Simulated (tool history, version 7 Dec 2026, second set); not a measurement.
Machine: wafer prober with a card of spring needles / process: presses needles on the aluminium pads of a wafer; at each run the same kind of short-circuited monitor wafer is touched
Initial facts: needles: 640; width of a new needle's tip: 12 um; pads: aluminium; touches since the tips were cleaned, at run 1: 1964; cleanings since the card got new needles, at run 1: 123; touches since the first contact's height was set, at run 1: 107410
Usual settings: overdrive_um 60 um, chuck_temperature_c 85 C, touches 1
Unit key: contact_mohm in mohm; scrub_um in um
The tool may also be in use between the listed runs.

run   hour  overdrive_um  chuck_temperature_c  touches  touches since the tips were cleaned  cleanings since the card got new needles  touches since the first contact's height was set  contact_mohm  scrub_um
  1    0.0            60                   85        1                                 1964                                       123                                            107410           295     13.38
       2.4  -- tips cleaned on abrasive film
       8.8  -- tips cleaned on abrasive film
      15.5  -- tips cleaned on abrasive film
  2   19.4            60                   85        1                                 1753                                       126                                            116066           293     13.24
      21.5  -- tips cleaned on abrasive film
      28.1  -- tips cleaned on abrasive film
  3   32.9            60                   85        1                                 2176                                       128                                            122141           300     13.17
      34.4  -- tips cleaned on abrasive film
      41.1  -- tips cleaned on abrasive film
      47.3  -- tips cleaned on abrasive film
  4   50.8            60                   85        1                                 1563                                       131                                            130093           293     12.78
      54.2  -- tips cleaned on abrasive film
      60.4  -- tips cleaned on abrasive film
  5   61.9            60                   85        1                                  685                                       133                                            135075           286     12.93
      66.4  -- tips cleaned on abrasive film
      72.8  -- tips cleaned on abrasive film
  6   74.8            60                   85        1                                  933                                       135                                            140846           286     12.88
      79.1  -- tips cleaned on abrasive film
      85.0  -- tips cleaned on abrasive film
  7   85.0            60                   85        1                                    0                                       137                                            145364           286     13.12
      91.4  -- tips cleaned on abrasive film
      97.7  -- tips cleaned on abrasive film
  8   98.1            60                   85        1                                  172                                       139                                            151238           281     12.81
     103.8  -- tips cleaned on abrasive film
     109.8  -- tips cleaned on abrasive film
  9  110.1            60                   85        1                                  119                                       141                                            156568           284     12.87
     115.8  -- tips cleaned on abrasive film
 10  120.6            60                   85        1                                 2163                                       142                                            161299           301     12.97
     121.7  -- tips cleaned on abrasive film
     128.1  -- tips cleaned on abrasive film
     134.2  -- tips cleaned on abrasive film
 11  137.3            60                   85        1                                 1407                                       145                                            168773           295     12.81
     140.2  -- tips cleaned on abrasive film
     146.9  -- tips cleaned on abrasive film
     152.7  -- tips cleaned on abrasive film
 12  153.0            60                   85        1                                  132                                       148                                            175765           289     12.60
     159.8  -- tips cleaned on abrasive film
 13  164.3            45                   85        1                                 2070                                       149                                            180843           321      9.10
     166.7  -- tips cleaned on abrasive film
     172.8  -- tips cleaned on abrasive film
     178.6  -- tips cleaned on abrasive film
 14  178.6            45                   85        1                                    0                                       152                                            187211           293      9.15
     185.1  -- tips cleaned on abrasive film
     192.1  -- tips cleaned on abrasive film
 15  195.6            45                   85        1                                 1581                                       154                                            194820           318      8.98
     198.3  -- tips cleaned on abrasive film
     205.2  -- tips cleaned on abrasive film
 16  209.2            45                   85        1                                 1816                                       156                                            200916           315      9.03
     212.0  -- tips cleaned on abrasive film
     218.6  -- tips cleaned on abrasive film
 17  223.1            45                   85        1                                 2008                                       158                                            207108           326      8.81
     224.5  -- tips cleaned on abrasive film
     231.5  -- tips cleaned on abrasive film
     237.3  -- tips cleaned on abrasive film
 18  241.3            57                   31        1                                 1793                                       161                                            215254           295     11.54
     243.4  -- tips cleaned on abrasive film
     249.5  -- tips cleaned on abrasive film
     256.1  -- tips cleaned on abrasive film
 19  259.7            60                   31        3                                 1644                                       164                                            223477           274     12.38

Run 20 has not been measured yet. What should we expect?
     262.5  -- tips cleaned on abrasive film
     269.1  -- tips cleaned on abrasive film
 20  271.6            60                   31        3                                 1151                                       166                                            228783             ?         ?

contact_mohm: 272 mohm
scrub_um: 12.23 um
With no hidden state in the tool, this same run would have given contact_mohm 261 mohm, scrub_um 14.16 um.
